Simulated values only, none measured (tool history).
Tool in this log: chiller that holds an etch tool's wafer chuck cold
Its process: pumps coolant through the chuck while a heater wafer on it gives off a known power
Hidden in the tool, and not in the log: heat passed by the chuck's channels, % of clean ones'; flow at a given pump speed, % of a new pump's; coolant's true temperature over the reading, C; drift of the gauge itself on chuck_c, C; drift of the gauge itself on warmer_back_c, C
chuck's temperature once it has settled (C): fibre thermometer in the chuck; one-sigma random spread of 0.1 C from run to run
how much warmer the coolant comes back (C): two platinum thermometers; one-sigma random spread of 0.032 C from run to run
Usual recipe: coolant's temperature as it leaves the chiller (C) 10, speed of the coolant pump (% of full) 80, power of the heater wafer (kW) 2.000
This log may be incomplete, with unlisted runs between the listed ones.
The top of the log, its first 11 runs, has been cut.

| run | hour | coolant's temperature as it leaves the chiller (C) | speed of the coolant pump (% of full) | power of the heater wafer (kW) | hours since the coolant was changed and the channels were flushed | hours since the pump was overhauled | hours since the chiller's thermometer was calibrated | chuck's temperature once it has settled (C) | how much warmer the coolant comes back (C) |
|---|---|---|---|---|---|---|---|---|---|
| 12 | 822.0 | 14 | 80 | 2.000 | 1537 | 4298 | 1702 | 29.7 | 8.26 |
| 13 | 882.3 | 14 | 80 | 2.000 | 1597 | 4359 | 1762 | 29.6 | 8.27 |
| 14 | 967.1 | 14 | 80 | 2.000 | 1682 | 4444 | 1847 | 29.8 | 8.27 |
| 15 | 1076.4 | 14 | 80 | 2.000 | 1791 | 4553 | 1956 | 29.6 | 8.28 |
|  | 1150.3 | chiller's thermometer calibrated |
| 16 | 1161.8 | 14 | 80 | 2.000 | 1876 | 4637 | 12 | 29.7 | 8.24 |
| 17 | 1254.0 | 14 | 80 | 2.000 | 1968 | 4729 | 104 | 29.6 | 8.29 |
| 18 | 1361.7 | 11 | 80 | 2.000 | 2076 | 4837 | 211 | 26.8 | 8.32 |
| 19 | 1451.3 | 11 | 80 | 2.000 | 2165 | 4927 | 301 | 26.5 | 8.26 |
| 20 | 1511.0 | 11 | 80 | 2.000 | 2225 | 4987 | 361 | 26.6 | 8.32 |
| 21 | 1571.4 | 11 | 80 | 2.000 | 2285 | 5047 | 421 | 26.6 | 8.32 |
| 22 | 1626.6 | 17 | 74 | 2.000 | 2341 | 5102 | 476 | 33.8 | 8.99 |
| 23 | 1673.4 | 17 | 92 | 1.319 | 2387 | 5149 | 523 | 26.0 | 4.87 |
| 24 | 1777.5 | 8 | 66 | 1.496 | 2491 | 5253 | 627 | 21.6 | 7.54 |
| 25 | 1861.2 | 5 | 93 | 1.345 | 2575 | 5337 | 711 | 14.3 | 4.92 |
| 26 | 1928.4 | 16 | 69 | 1.261 | 2642 | 5404 | 778 | 27.2 | 6.13 |

Estimate the outcome of run 27 from the log above:
| 27 | 1979.3 | 11 | 69 | 1.261 | 2693 | 5455 | 829 | ? | ? |

{"run 27": {"chuck's temperature once it has settled (C)": 22.1, "how much warmer the coolant comes back (C)": 6.13}}
Were there no unlogged condition in the tool, this run, its random variation unchanged, would have produced chuck's temperature once it has settled (C) 22.1, how much warmer the coolant comes back (C) 5.98.
